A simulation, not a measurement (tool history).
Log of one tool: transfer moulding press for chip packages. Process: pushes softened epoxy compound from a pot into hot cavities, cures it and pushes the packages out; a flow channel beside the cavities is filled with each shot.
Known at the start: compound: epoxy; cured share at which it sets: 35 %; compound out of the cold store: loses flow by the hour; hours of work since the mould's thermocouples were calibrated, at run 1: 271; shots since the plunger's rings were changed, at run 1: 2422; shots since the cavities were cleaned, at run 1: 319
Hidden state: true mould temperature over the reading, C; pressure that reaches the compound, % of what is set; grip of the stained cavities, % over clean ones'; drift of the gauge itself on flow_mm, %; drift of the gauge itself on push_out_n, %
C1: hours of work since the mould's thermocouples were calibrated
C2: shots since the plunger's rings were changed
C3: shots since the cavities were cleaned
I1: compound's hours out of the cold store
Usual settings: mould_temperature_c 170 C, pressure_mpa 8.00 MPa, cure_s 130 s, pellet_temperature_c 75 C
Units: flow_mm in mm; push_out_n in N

run 1 day=0.000 | mould_temperature_c=170 pressure_mpa=8.00 cure_s=130 pellet_temperature_c=75 | C1=271 C2=2422 C3=319 | I1=18.9 | flow_mm=939 push_out_n=696
run 2 day=0.554 | mould_temperature_c=170 pressure_mpa=8.00 cure_s=130 pellet_temperature_c=75 | C1=281 C2=2577 C3=474 | I1=16.4 | flow_mm=945 push_out_n=777
run 3 day=0.812 | mould_temperature_c=170 pressure_mpa=8.00 cure_s=130 pellet_temperature_c=75 | C1=286 C2=2650 C3=547 | I1=39.3 | flow_mm=828 push_out_n=805
run 4 day=1.225 | mould_temperature_c=170 pressure_mpa=8.00 cure_s=130 pellet_temperature_c=79 | C1=293 C2=2765 C3=662 | I1=38.2 | flow_mm=835 push_out_n=780
-- day=1.333 cavities cleaned with cleaning compound and waxed
-- day=1.488 plunger's sealing rings changed
run 5 day=1.896 | mould_temperature_c=170 pressure_mpa=8.00 cure_s=130 pellet_temperature_c=75 | C1=303 C2=115 C3=129 | I1=30.2 | flow_mm=915 push_out_n=536
run 6 day=2.233 | mould_temperature_c=170 pressure_mpa=8.00 cure_s=130 pellet_temperature_c=75 | C1=309 C2=209 C3=223 | I1=12.9 | flow_mm=991 push_out_n=618
run 7 day=2.612 | mould_temperature_c=170 pressure_mpa=8.00 cure_s=130 pellet_temperature_c=75 | C1=316 C2=315 C3=329 | I1=29.3 | flow_mm=910 push_out_n=690
run 8 day=3.046 | mould_temperature_c=170 pressure_mpa=8.00 cure_s=130 pellet_temperature_c=75 | C1=324 C2=437 C3=451 | I1=34.0 | flow_mm=893 push_out_n=753
run 9 day=3.350 | mould_temperature_c=170 pressure_mpa=8.00 cure_s=143 pellet_temperature_c=75 | C1=329 C2=522 C3=536 | I1=45.1 | flow_mm=822 push_out_n=755
-- day=3.917 cavities cleaned with cleaning compound and waxed
run 10 day=3.938 | mould_temperature_c=170 pressure_mpa=8.16 cure_s=130 pellet_temperature_c=75 | C1=339 C2=669 C3=6 | I1=39.9 | flow_mm=869 push_out_n=372
run 11 day=4.329 | mould_temperature_c=170 pressure_mpa=8.16 cure_s=130 pellet_temperature_c=75 | C1=346 C2=779 C3=116 | I1=38.1 | flow_mm=870 push_out_n=525
run 12 day=4.633 | mould_temperature_c=170 pressure_mpa=8.00 cure_s=126 pellet_temperature_c=75 | C1=352 C2=864 C3=201 | I1=13.2 | flow_mm=982 push_out_n=620
run 13 day=4.938 | mould_temperature_c=170 pressure_mpa=8.00 cure_s=126 pellet_temperature_c=75 | C1=358 C2=949 C3=286 | I1=33.5 | flow_mm=878 push_out_n=691
run 14 day=5.346 | mould_temperature_c=170 pressure_mpa=8.00 cure_s=118 pellet_temperature_c=75 | C1=365 C2=1063 C3=400 | I1=31.9 | flow_mm=875 push_out_n=781
run 15 day=5.833 | mould_temperature_c=172 pressure_mpa=8.35 cure_s=117 pellet_temperature_c=75 | C1=374 C2=1200 C3=537 | I1=23.5 | flow_mm=941 push_out_n=783
-- day=6.392 cavities cleaned with cleaning compound and waxed
run 16 day=6.400 | mould_temperature_c=172 pressure_mpa=8.35 cure_s=117 pellet_temperature_c=75 | C1=383 C2=1341 C3=2 | I1=33.4 | flow_mm=871 push_out_n=379

Run 17 comes next. What will it give?
run 17 day=6.812 | mould_temperature_c=172 pressure_mpa=8.35 cure_s=117 pellet_temperature_c=75 | C1=391 C2=1457 C3=118 | I1=47.8 | flow_mm=? push_out_n=?

Run 17 gave flow_mm 825 mm, push_out_n 518 N.
Without the tool's hidden state the same run would have given flow_mm 846 mm, push_out_n 373 N.
